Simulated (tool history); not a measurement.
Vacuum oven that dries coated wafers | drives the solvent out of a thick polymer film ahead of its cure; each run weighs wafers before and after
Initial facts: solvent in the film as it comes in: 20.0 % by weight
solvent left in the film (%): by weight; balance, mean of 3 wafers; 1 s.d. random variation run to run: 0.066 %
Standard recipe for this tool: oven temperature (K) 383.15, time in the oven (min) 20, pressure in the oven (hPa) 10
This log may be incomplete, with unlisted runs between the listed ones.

run 1 hour=0 | oven_temperature_(K)=383.15 time_in_the_oven_(min)=20 pressure_in_the_oven_(hPa)=10 | solvent_left_in_the_film_(%)=4.92
run 2 hour=54.8 | oven_temperature_(K)=383.15 time_in_the_oven_(min)=20 pressure_in_the_oven_(hPa)=10 | solvent_left_in_the_film_(%)=4.95
run 3 hour=116.4 | oven_temperature_(K)=383.15 time_in_the_oven_(min)=20 pressure_in_the_oven_(hPa)=10 | solvent_left_in_the_film_(%)=4.99
run 4 hour=156.8 | oven_temperature_(K)=383.15 time_in_the_oven_(min)=20 pressure_in_the_oven_(hPa)=10 | solvent_left_in_the_film_(%)=4.92
run 5 hour=190.4 | oven_temperature_(K)=383.15 time_in_the_oven_(min)=20 pressure_in_the_oven_(hPa)=5 | solvent_left_in_the_film_(%)=4.05
run 6 hour=237.9 | oven_temperature_(K)=392.15 time_in_the_oven_(min)=20 pressure_in_the_oven_(hPa)=10 | solvent_left_in_the_film_(%)=2.8
run 7 hour=279 | oven_temperature_(K)=392.15 time_in_the_oven_(min)=20 pressure_in_the_oven_(hPa)=10 | solvent_left_in_the_film_(%)=2.85
-- hour=318.3 vacuum gauge cleaned of residue and calibrated
run 8 hour=336.9 | oven_temperature_(K)=383.15 time_in_the_oven_(min)=20 pressure_in_the_oven_(hPa)=10 | solvent_left_in_the_film_(%)=4.06
run 9 hour=375.8 | oven_temperature_(K)=383.15 time_in_the_oven_(min)=20 pressure_in_the_oven_(hPa)=10 | solvent_left_in_the_film_(%)=4.15
run 10 hour=410.3 | oven_temperature_(K)=383.15 time_in_the_oven_(min)=20 pressure_in_the_oven_(hPa)=10 | solvent_left_in_the_film_(%)=4.13
run 11 hour=459.4 | oven_temperature_(K)=383.15 time_in_the_oven_(min)=20 pressure_in_the_oven_(hPa)=10 | solvent_left_in_the_film_(%)=4.04
run 12 hour=500.1 | oven_temperature_(K)=383.15 time_in_the_oven_(min)=20 pressure_in_the_oven_(hPa)=10 | solvent_left_in_the_film_(%)=4.09
run 13 hour=553.5 | oven_temperature_(K)=383.15 time_in_the_oven_(min)=20 pressure_in_the_oven_(hPa)=10 | solvent_left_in_the_film_(%)=4.08
run 14 hour=612.4 | oven_temperature_(K)=383.15 time_in_the_oven_(min)=20 pressure_in_the_oven_(hPa)=9.2 | solvent_left_in_the_film_(%)=3.99
run 15 hour=653.9 | oven_temperature_(K)=383.15 time_in_the_oven_(min)=20 pressure_in_the_oven_(hPa)=10 | solvent_left_in_the_film_(%)=4.09
run 16 hour=699.1 | oven_temperature_(K)=383.15 time_in_the_oven_(min)=20 pressure_in_the_oven_(hPa)=10 | solvent_left_in_the_film_(%)=4.2
run 17 hour=757.8 | oven_temperature_(K)=383.15 time_in_the_oven_(min)=20 pressure_in_the_oven_(hPa)=10 | solvent_left_in_the_film_(%)=4.05
run 18 hour=815.2 | oven_temperature_(K)=383.15 time_in_the_oven_(min)=11 pressure_in_the_oven_(hPa)=10 | solvent_left_in_the_film_(%)=7.02
run 19 hour=853.6 | oven_temperature_(K)=383.15 time_in_the_oven_(min)=20 pressure_in_the_oven_(hPa)=10 | solvent_left_in_the_film_(%)=4.11
run 20 hour=884.3 | oven_temperature_(K)=369.15 time_in_the_oven_(min)=15 pressure_in_the_oven_(hPa)=7.4 | solvent_left_in_the_film_(%)=9.72
run 21 hour=926.8 | oven_temperature_(K)=385.15 time_in_the_oven_(min)=28 pressure_in_the_oven_(hPa)=15.3 | solvent_left_in_the_film_(%)=3.63
run 22 hour=961.9 | oven_temperature_(K)=387.15 time_in_the_oven_(min)=19 pressure_in_the_oven_(hPa)=15.3 | solvent_left_in_the_film_(%)=4.16
run 23 hour=990.5 | oven_temperature_(K)=395.15 time_in_the_oven_(min)=13 pressure_in_the_oven_(hPa)=10 | solvent_left_in_the_film_(%)=2.92
run 24 hour=1027.2 | oven_temperature_(K)=394.15 time_in_the_oven_(min)=25 pressure_in_the_oven_(hPa)=35.4 | solvent_left_in_the_film_(%)=5.01
run 25 hour=1063.7 | oven_temperature_(K)=394.15 time_in_the_oven_(min)=27 pressure_in_the_oven_(hPa)=35.4 | solvent_left_in_the_film_(%)=5.21
run 26 hour=1118.7 | oven_temperature_(K)=394.15 time_in_the_oven_(min)=27 pressure_in_the_oven_(hPa)=35.4 | solvent_left_in_the_film_(%)=5.11
run 27 hour=1175.6 | oven_temperature_(K)=368.15 time_in_the_oven_(min)=20 pressure_in_the_oven_(hPa)=13.6 | solvent_left_in_the_film_(%)=9.97
run 28 hour=1240.8 | oven_temperature_(K)=378.15 time_in_the_oven_(min)=20 pressure_in_the_oven_(hPa)=27.7 | solvent_left_in_the_film_(%)=9.19
run 29 hour=1287.4 | oven_temperature_(K)=378.15 time_in_the_oven_(min)=20 pressure_in_the_oven_(hPa)=27.7 | solvent_left_in_the_film_(%)=9.16
run 30 hour=1331.6 | oven_temperature_(K)=378.15 time_in_the_oven_(min)=20 pressure_in_the_oven_(hPa)=27.7 | solvent_left_in_the_film_(%)=9
run 31 hour=1367 | oven_temperature_(K)=397.15 time_in_the_oven_(min)=20 pressure_in_the_oven_(hPa)=10 | solvent_left_in_the_film_(%)=1.58
run 32 hour=1409.7 | oven_temperature_(K)=371.15 time_in_the_oven_(min)=28 pressure_in_the_oven_(hPa)=29.2 | solvent_left_in_the_film_(%)=11.19
run 33 hour=1472.1 | oven_temperature_(K)=380.15 time_in_the_oven_(min)=28 pressure_in_the_oven_(hPa)=13.8 | solvent_left_in_the_film_(%)=4.5
run 34 hour=1537.4 | oven_temperature_(K)=380.15 time_in_the_oven_(min)=28 pressure_in_the_oven_(hPa)=13.8 | solvent_left_in_the_film_(%)=4.62
run 35 hour=1576 | oven_temperature_(K)=380.15 time_in_the_oven_(min)=28 pressure_in_the_oven_(hPa)=13.8 | solvent_left_in_the_film_(%)=4.64
run 36 hour=1627.8 | oven_temperature_(K)=383.15 time_in_the_oven_(min)=20 pressure_in_the_oven_(hPa)=10.2 | solvent_left_in_the_film_(%)=4.19
run 37 hour=1673.6 | oven_temperature_(K)=396.15 time_in_the_oven_(min)=20 pressure_in_the_oven_(hPa)=10 | solvent_left_in_the_film_(%)=1.84

Consider 3 possible next runs. They are alternatives, not a sequence: every one starts from the tool as it was left by run 37. What does each give?
run A hour=1734.5 | oven_temperature_(K)=396.15 time_in_the_oven_(min)=20 pressure_in_the_oven_(hPa)=7.2 | solvent_left_in_the_film_(%)=?
run B hour=1734.5 | oven_temperature_(K)=385.15 time_in_the_oven_(min)=20 pressure_in_the_oven_(hPa)=10 | solvent_left_in_the_film_(%)=?
run C hour=1734.5 | oven_temperature_(K)=378.15 time_in_the_oven_(min)=18 pressure_in_the_oven_(hPa)=5.5 | solvent_left_in_the_film_(%)=?

run=A solvent_left_in_the_film_(%)=1.47
run=B solvent_left_in_the_film_(%)=3.78
run=C solvent_left_in_the_film_(%)=5.48
Had the tool no hidden state, the same runs would have come out as:
run=A solvent_left_in_the_film_(%)=1.29
run=B solvent_left_in_the_film_(%)=3.73
run=C solvent_left_in_the_film_(%)=5.49
